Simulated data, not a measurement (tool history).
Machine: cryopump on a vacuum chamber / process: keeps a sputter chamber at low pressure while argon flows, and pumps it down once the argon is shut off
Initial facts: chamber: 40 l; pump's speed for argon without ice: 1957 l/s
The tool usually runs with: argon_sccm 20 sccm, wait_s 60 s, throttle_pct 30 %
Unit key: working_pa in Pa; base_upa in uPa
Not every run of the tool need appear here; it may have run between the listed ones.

run    day  argon_sccm  wait_s  throttle_pct  working_pa  base_upa
  1      0          20      60            30      0.0595       1.7
  2  0.792          21      60            30      0.0626      1.68
  3  1.379          20      60            30      0.0596      1.71
  4  1.808          20      60            30      0.0596      1.64
  5  2.496          20      38            30      0.0595      2.08
  6  3.175          17      66            30      0.0508      1.64
  7   3.75          17      66            30      0.0507      1.59
  8  4.296          17      66            30      0.0508      1.61
  9  4.846          14      72            30       0.042       1.6

What does the tool deliver on the next run?
 10  5.229          23      60            19           ?         ?

working_pa: 0.1072 Pa
base_upa: 1.69 uPa
The same run, on a tool lacking any hidden state, would have yielded working_pa 0.1046 Pa, base_upa 0.89 uPa.
